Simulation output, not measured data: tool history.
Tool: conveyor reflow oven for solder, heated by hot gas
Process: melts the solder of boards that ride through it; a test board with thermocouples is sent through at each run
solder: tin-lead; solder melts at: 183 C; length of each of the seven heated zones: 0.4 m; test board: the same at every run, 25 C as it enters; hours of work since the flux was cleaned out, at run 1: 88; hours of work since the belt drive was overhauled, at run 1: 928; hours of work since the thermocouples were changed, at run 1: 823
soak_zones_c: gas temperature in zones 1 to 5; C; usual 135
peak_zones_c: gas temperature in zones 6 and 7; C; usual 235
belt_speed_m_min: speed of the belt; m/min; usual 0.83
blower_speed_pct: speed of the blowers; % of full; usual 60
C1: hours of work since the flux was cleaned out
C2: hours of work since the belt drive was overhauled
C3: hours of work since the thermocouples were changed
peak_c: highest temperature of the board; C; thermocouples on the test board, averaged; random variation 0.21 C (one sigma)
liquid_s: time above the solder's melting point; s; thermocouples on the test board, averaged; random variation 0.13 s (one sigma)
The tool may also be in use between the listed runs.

{"run": 1, "hour": 0.0, "soak_zones_c": 135, "peak_zones_c": 235, "belt_speed_m_min": 0.83, "blower_speed_pct": 60, "C1": 88, "C2": 928, "C3": 823, "peak_c": 216.1, "liquid_s": 43.6}
{"run": 2, "hour": 72.1, "soak_zones_c": 135, "peak_zones_c": 235, "belt_speed_m_min": 0.83, "blower_speed_pct": 60, "C1": 144, "C2": 985, "C3": 879, "peak_c": 216.2, "liquid_s": 43.3}
{"hour": 106.7, "done": "belt drive overhauled, speed set with a stopwatch"}
{"run": 3, "hour": 109.4, "soak_zones_c": 135, "peak_zones_c": 235, "belt_speed_m_min": 0.83, "blower_speed_pct": 60, "C1": 170, "C2": 2, "C3": 905, "peak_c": 214.9, "liquid_s": 41}
{"hour": 137.3, "done": "flux residue cleaned out of gas plates and filters"}
{"run": 4, "hour": 155.9, "soak_zones_c": 135, "peak_zones_c": 235, "belt_speed_m_min": 0.764, "blower_speed_pct": 60, "C1": 15, "C2": 35, "C3": 938, "peak_c": 216.3, "liquid_s": 46.2}
{"run": 5, "hour": 195.8, "soak_zones_c": 135, "peak_zones_c": 235, "belt_speed_m_min": 0.764, "blower_speed_pct": 60, "C1": 46, "C2": 66, "C3": 969, "peak_c": 216.5, "liquid_s": 46.2}
{"run": 6, "hour": 265.0, "soak_zones_c": 135, "peak_zones_c": 235, "belt_speed_m_min": 0.764, "blower_speed_pct": 60, "C1": 100, "C2": 120, "C3": 1023, "peak_c": 216.2, "liquid_s": 46}
{"hour": 282.5, "done": "flux residue cleaned out of gas plates and filters, once more"}
{"run": 7, "hour": 322.7, "soak_zones_c": 134, "peak_zones_c": 235, "belt_speed_m_min": 0.764, "blower_speed_pct": 60, "C1": 31, "C2": 161, "C3": 1064, "peak_c": 218.1, "liquid_s": 47.2}
{"run": 8, "hour": 363.7, "soak_zones_c": 134, "peak_zones_c": 235, "belt_speed_m_min": 0.764, "blower_speed_pct": 60, "C1": 63, "C2": 193, "C3": 1096, "peak_c": 217.5, "liquid_s": 47.1}
{"hour": 413.4, "done": "thermocouples of zones 6 and 7 changed"}
{"run": 9, "hour": 427.5, "soak_zones_c": 135, "peak_zones_c": 231, "belt_speed_m_min": 0.757, "blower_speed_pct": 60, "C1": 112, "C2": 241, "C3": 11, "peak_c": 217.1, "liquid_s": 47.5}
{"run": 10, "hour": 480.8, "soak_zones_c": 148, "peak_zones_c": 235, "belt_speed_m_min": 0.83, "blower_speed_pct": 64, "C1": 153, "C2": 283, "C3": 53, "peak_c": 220.8, "liquid_s": 48.6}
{"hour": 528.4, "done": "flux residue cleaned out of gas plates and filters"}
{"run": 11, "hour": 557.0, "soak_zones_c": 148, "peak_zones_c": 235, "belt_speed_m_min": 0.763, "blower_speed_pct": 64, "C1": 22, "C2": 338, "C3": 108, "peak_c": 223.6, "liquid_s": 54.6}
{"run": 12, "hour": 608.4, "soak_zones_c": 132, "peak_zones_c": 235, "belt_speed_m_min": 0.706, "blower_speed_pct": 64, "C1": 62, "C2": 378, "C3": 148, "peak_c": 223.2, "liquid_s": 54.3}
{"run": 13, "hour": 664.0, "soak_zones_c": 140, "peak_zones_c": 235, "belt_speed_m_min": 0.874, "blower_speed_pct": 87, "C1": 106, "C2": 422, "C3": 192, "peak_c": 221.9, "liquid_s": 45.1}
{"run": 14, "hour": 698.3, "soak_zones_c": 135, "peak_zones_c": 235, "belt_speed_m_min": 0.83, "blower_speed_pct": 68, "C1": 133, "C2": 449, "C3": 219, "peak_c": 219.4, "liquid_s": 44.4}
{"run": 15, "hour": 741.5, "soak_zones_c": 135, "peak_zones_c": 235, "belt_speed_m_min": 0.83, "blower_speed_pct": 68, "C1": 166, "C2": 482, "C3": 252, "peak_c": 219.1, "liquid_s": 44.5}
{"hour": 770.9, "done": "flux residue cleaned out of gas plates and filters"}
{"run": 16, "hour": 779.3, "soak_zones_c": 128, "peak_zones_c": 235, "belt_speed_m_min": 0.681, "blower_speed_pct": 68, "C1": 7, "C2": 508, "C3": 278, "peak_c": 224, "liquid_s": 56.3}

Hidden state or all else? Some run-to-run changes of peak_c, split into what the settings, what came in and random variation would give without the hidden state, and what is left for the hidden state (with any gauge scatter that isn't in both results):
The hidden state here: heat that the gas passes to the board, % of a clean oven's; belt's true speed, % of the reading; true gas temperature in zones 6 and 7 over the reading, C; drift of the gauge itself on peak_c, C; drift of the gauge itself on liquid_s, %.
Run 8 -> 9: soak_zones_c 134 -> 135, peak_zones_c 235 -> 231, belt_speed_m_min 0.764 -> 0.757, thermocouples of zones 6 and 7 changed. peak_c -0.4 C: hidden state +2.4, all else -2.8.
Run 15 -> 16: soak_zones_c 135 -> 128, belt_speed_m_min 0.83 -> 0.681, flux residue cleaned out of gas plates and filters. peak_c +4.9 C: hidden state +0.6, all else +4.3.

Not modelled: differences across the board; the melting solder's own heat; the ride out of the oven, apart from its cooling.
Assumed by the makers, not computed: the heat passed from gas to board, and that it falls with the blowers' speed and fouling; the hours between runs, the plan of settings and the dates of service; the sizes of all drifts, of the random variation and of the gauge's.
